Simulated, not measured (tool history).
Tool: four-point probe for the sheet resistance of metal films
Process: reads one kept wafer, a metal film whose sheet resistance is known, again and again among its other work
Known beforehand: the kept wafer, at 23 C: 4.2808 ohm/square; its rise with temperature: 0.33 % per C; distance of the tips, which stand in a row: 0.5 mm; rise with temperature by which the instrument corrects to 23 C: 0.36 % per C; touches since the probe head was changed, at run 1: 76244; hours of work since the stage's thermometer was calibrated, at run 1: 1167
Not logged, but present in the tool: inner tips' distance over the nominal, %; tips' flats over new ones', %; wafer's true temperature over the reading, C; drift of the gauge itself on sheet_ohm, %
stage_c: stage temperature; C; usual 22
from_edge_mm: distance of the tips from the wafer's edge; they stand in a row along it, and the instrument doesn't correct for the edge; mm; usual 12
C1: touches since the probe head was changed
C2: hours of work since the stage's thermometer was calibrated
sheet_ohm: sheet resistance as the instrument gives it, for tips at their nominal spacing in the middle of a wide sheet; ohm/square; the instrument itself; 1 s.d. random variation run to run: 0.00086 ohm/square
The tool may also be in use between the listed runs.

Run 1, day 0: usual settings; C1 76244; C2 1167. Result: sheet_ohm 4.29258 ohm/square.
Run 2, day 2.517: usual settings; C1 78723; C2 1196. Result: sheet_ohm 4.29326 ohm/square.
Run 3, day 6.312: usual settings; C1 82466; C2 1239. Result: sheet_ohm 4.295765 ohm/square.
Run 4, day 9.112: usual settings; C1 85226; C2 1271. Result: sheet_ohm 4.295212 ohm/square.
Run 5, day 12.338: usual settings but stage_c 20 C; C1 88408; C2 1307. Result: sheet_ohm 4.299896 ohm/square.
Run 6, day 15.283: usual settings but stage_c 26 C; C1 91312; C2 1341. Result: sheet_ohm 4.292966 ohm/square.
Run 7, day 18.683: usual settings but stage_c 26 C; C1 94662; C2 1379. Result: sheet_ohm 4.292969 ohm/square.
Run 8, day 22.325: usual settings but stage_c 24 C; C1 98252; C2 1421. Result: sheet_ohm 4.297233 ohm/square.
Run 9, day 25.925: usual settings but stage_c 24 C; C1 101801; C2 1461. Result: sheet_ohm 4.298163 ohm/square.
Run 10, day 29.412: usual settings but from_edge_mm 7 mm; C1 105243; C2 1501. Result: sheet_ohm 4.311751 ohm/square.
Run 11, day 33.221: usual settings but stage_c 27 C; C1 108996; C2 1544. Result: sheet_ohm 4.297103 ohm/square.
Run 12, day 36.983: usual settings but stage_c 27 C; C1 112704; C2 1587. Result: sheet_ohm 4.297548 ohm/square.
Run 13, day 39.842: usual settings but stage_c 27 C; C1 115522; C2 1619. Result: sheet_ohm 4.299693 ohm/square.
At day 40.204: stage's thermometer calibrated.
Run 14, day 42.958: usual settings but stage_c 27 C; C1 118576; C2 31. Result: sheet_ohm 4.294433 ohm/square.
Run 15, day 45.975: usual settings; C1 121552; C2 66. Result: sheet_ohm 4.302198 ohm/square.
Run 16, day 48.383: usual settings; C1 123923; C2 93. Result: sheet_ohm 4.302942 ohm/square.
Run 17, day 50.046: usual settings; C1 125563; C2 112. Result: sheet_ohm 4.30599 ohm/square.
Run 18, day 51.967: usual settings; C1 127456; C2 133. Result: sheet_ohm 4.305048 ohm/square.
Run 19, day 55.762: usual settings; C1 131200; C2 177. Result: sheet_ohm 4.305933 ohm/square.
Run 20, day 59.579: usual settings; C1 134961; C2 220. Result: sheet_ohm 4.306979 ohm/square.
Run 21, day 61.971: usual settings; C1 137322; C2 247. Result: sheet_ohm 4.307299 ohm/square.
Run 22, day 64.296: usual settings; C1 139611; C2 273. Result: sheet_ohm 4.309085 ohm/square.
Run 23, day 66.246: usual settings; C1 141534; C2 296. Result: sheet_ohm 4.306703 ohm/square.
Run 24, day 68.167: usual settings but stage_c 28 C, from_edge_mm 4 mm; C1 143430; C2 317. Result: sheet_ohm 4.33321 ohm/square.
Run 25, day 69.721: usual settings but stage_c 21 C, from_edge_mm 50 mm; C1 144961; C2 335. Result: sheet_ohm 4.309189 ohm/square.
Run 26, day 73.3: usual settings but stage_c 28 C, from_edge_mm 5 mm; C1 148489; C2 376. Result: sheet_ohm 4.322334 ohm/square.
Run 27, day 75.829: usual settings but stage_c 28 C, from_edge_mm 5 mm; C1 150985; C2 404. Result: sheet_ohm 4.322171 ohm/square.
Run 28, day 78.788: usual settings but stage_c 32 C, from_edge_mm 7 mm; C1 153901; C2 438. Result: sheet_ohm 4.307891 ohm/square.
Run 29, day 81.812: usual settings but stage_c 28 C, from_edge_mm 54 mm; C1 156880; C2 472. Result: sheet_ohm 4.301644 ohm/square.
Run 30, day 84.058: usual settings but stage_c 20 C, from_edge_mm 16 mm; C1 159097; C2 498. Result: sheet_ohm 4.312981 ohm/square.
Run 31, day 86.142: usual settings but stage_c 26 C, from_edge_mm 61 mm; C1 161152; C2 521. Result: sheet_ohm 4.306261 ohm/square.
Run 32, day 89.521: usual settings but stage_c 26 C, from_edge_mm 61 mm; C1 164482; C2 560. Result: sheet_ohm 4.30777 ohm/square.
At day 90.388: new probe head fitted.
Run 33, day 91.458: usual settings but stage_c 26 C, from_edge_mm 5 mm; C1 1056; C2 581. Result: sheet_ohm 4.31342 ohm/square.
Run 34, day 93.125: usual settings but stage_c 31 C, from_edge_mm 21 mm; C1 2699; C2 600. Result: sheet_ohm 4.285185 ohm/square.
Run 35, day 95.596: usual settings but stage_c 24 C, from_edge_mm 39 mm; C1 5134; C2 628. Result: sheet_ohm 4.29558 ohm/square.
Run 36, day 97.217: usual settings but stage_c 24 C, from_edge_mm 39 mm; C1 6734; C2 647. Result: sheet_ohm 4.295186 ohm/square.
Run 37, day 99.262: usual settings but stage_c 27 C, from_edge_mm 7 mm; C1 8748; C2 670. Result: sheet_ohm 4.301393 ohm/square.
Run 38, day 101.671: usual settings but stage_c 23 C; C1 11124; C2 697. Result: sheet_ohm 4.299243 ohm/square.
Run 39, day 104.042: usual settings but stage_c 19 C, from_edge_mm 32 mm; C1 13461; C2 724. Result: sheet_ohm 4.302436 ohm/square.
Run 40, day 107.562: usual settings but stage_c 19 C, from_edge_mm 4 mm; C1 16932; C2 764. Result: sheet_ohm 4.337453 ohm/square.
Run 41, day 109.462: usual settings but stage_c 20 C, from_edge_mm 15 mm; C1 18807; C2 786. Result: sheet_ohm 4.305935 ohm/square.
Run 42, day 113.138: usual settings but stage_c 28 C, from_edge_mm 37 mm; C1 22428; C2 827. Result: sheet_ohm 4.292879 ohm/square.
Run 43, day 116.112: usual settings but stage_c 34 C, from_edge_mm 9 mm; C1 25360; C2 861. Result: sheet_ohm 4.2939 ohm/square.
Run 44, day 119.058: usual settings but stage_c 26 C, from_edge_mm 11 mm; C1 28267; C2 894. Result: sheet_ohm 4.302326 ohm/square.

Below, each run's measurement less what the same run would have read without the hidden state. Both values contain the same run-to-run variation, but the gauge's scatter may not be the same in both:
run  sheet_ohm
  1  +0.007639
  2  +0.008379
  3  +0.009504
  4  +0.010355
  5  +0.011336
  6  +0.012097
  7  +0.013103
  8  +0.014223
  9  +0.015204
 10  +0.016326
 11  +0.017263
 12  +0.018361
 13  +0.019188
 14  +0.015617
 15  +0.016538
 16  +0.017257
 17  +0.017763
 18   +0.01842
 19   +0.01959
 20  +0.020666
 21  +0.021373
 22  +0.022051
 23  +0.022623
 24  +0.023253
 25  +0.023618
 26  +0.024667
 27    +0.0254
 28  +0.026186
 29  +0.027081
 30  +0.027929
 31   +0.02841
 32  +0.029372
 33   +0.01223
 34  +0.012639
 35  +0.013368
 36  +0.013823
 37  +0.014406
 38  +0.015142
 39  +0.015796
 40  +0.016864
 41   +0.01727
 42  +0.018264
 43  +0.019015
 44  +0.020029
